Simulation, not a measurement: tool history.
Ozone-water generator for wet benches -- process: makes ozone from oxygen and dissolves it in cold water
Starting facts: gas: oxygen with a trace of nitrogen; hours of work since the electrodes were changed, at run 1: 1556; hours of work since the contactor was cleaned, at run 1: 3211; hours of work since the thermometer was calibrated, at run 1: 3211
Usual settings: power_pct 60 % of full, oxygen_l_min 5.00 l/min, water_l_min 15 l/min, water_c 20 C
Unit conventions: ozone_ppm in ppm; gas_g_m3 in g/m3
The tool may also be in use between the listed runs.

| run | hour | power_pct | oxygen_l_min | water_l_min | water_c | hours of work since the electrodes were changed | hours of work since the contactor was cleaned | hours of work since the thermometer was calibrated | ozone_ppm | gas_g_m3 |
|---|---|---|---|---|---|---|---|---|---|---|
| 1 | 0.0 | 60 | 5.00 | 15 | 20 | 1556 | 3211 | 3211 | 16.2 | 124.2 |
| 2 | 75.1 | 54 | 5.00 | 15 | 20 | 1622 | 3278 | 3278 | 15.1 | 114.9 |
|  | 117.9 | water thermometer calibrated |
| 3 | 122.6 | 54 | 5.00 | 15 | 20 | 1664 | 3319 | 4 | 15.2 | 114.6 |
| 4 | 160.5 | 54 | 5.00 | 15 | 20 | 1697 | 3353 | 38 | 15.2 | 115.4 |
|  | 202.9 | contactor cleaned |
| 5 | 207.2 | 81 | 5.00 | 15 | 20 | 1735 | 4 | 75 | 19.2 | 149.6 |
| 6 | 297.6 | 81 | 3.82 | 15 | 20 | 1815 | 84 | 155 | 20.1 | 178.6 |
| 7 | 348.7 | 81 | 3.82 | 15 | 20 | 1860 | 129 | 200 | 20.6 | 178.0 |
| 8 | 425.7 | 60 | 5.00 | 15 | 16 | 1928 | 197 | 269 | 17.2 | 122.9 |
| 9 | 507.4 | 60 | 5.00 | 15 | 16 | 2000 | 269 | 341 | 17.0 | 121.0 |
| 10 | 550.9 | 47 | 5.00 | 15 | 20 | 2039 | 308 | 379 | 13.3 | 103.2 |
|  | 572.9 | contactor cleaned, once more |
| 11 | 647.2 | 47 | 5.00 | 15 | 20 | 2120 | 66 | 461 | 13.9 | 103.3 |
| 12 | 738.5 | 60 | 5.00 | 15 | 20 | 2201 | 146 | 541 | 16.3 | 119.8 |
| 13 | 794.9 | 60 | 5.00 | 14 | 20 | 2251 | 196 | 591 | 16.9 | 119.9 |
| 14 | 835.9 | 60 | 5.00 | 21 | 20 | 2287 | 232 | 628 | 12.7 | 118.6 |
| 15 | 895.9 | 60 | 5.00 | 21 | 20 | 2340 | 285 | 681 | 12.8 | 118.2 |
| 16 | 986.1 | 60 | 5.00 | 21 | 20 | 2420 | 365 | 760 | 12.5 | 117.1 |
| 17 | 1039.8 | 82 | 5.00 | 21 | 20 | 2467 | 413 | 808 | 15.3 | 144.0 |
| 18 | 1089.6 | 82 | 5.00 | 21 | 20 | 2511 | 457 | 852 | 15.3 | 142.7 |
| 19 | 1160.5 | 62 | 3.46 | 10 | 20 | 2574 | 519 | 915 | 22.2 | 153.2 |
| 20 | 1221.3 | 62 | 3.46 | 10 | 20 | 2628 | 573 | 968 | 22.4 | 153.1 |
| 21 | 1297.0 | 62 | 3.46 | 10 | 20 | 2695 | 640 | 1035 | 22.1 | 153.1 |
| 22 | 1364.6 | 60 | 7.57 | 15 | 12 | 2755 | 700 | 1095 | 16.4 | 88.2 |
| 23 | 1438.9 | 60 | 7.57 | 15 | 12 | 2820 | 765 | 1161 | 16.4 | 89.1 |
| 24 | 1511.0 | 46 | 5.00 | 15 | 22 | 2884 | 829 | 1224 | 12.7 | 97.4 |

Expected results for the next run?
| 25 | 1556.2 | 46 | 5.00 | 15 | 22 | 2924 | 869 | 1264 | ? | ? |

{"run 25": {"ozone_ppm": 12.8, "gas_g_m3": 97.0}}
Minus the tool's unlogged condition, the same run would have read ozone_ppm 14.5 ppm, gas_g_m3 108.8 g/m3.
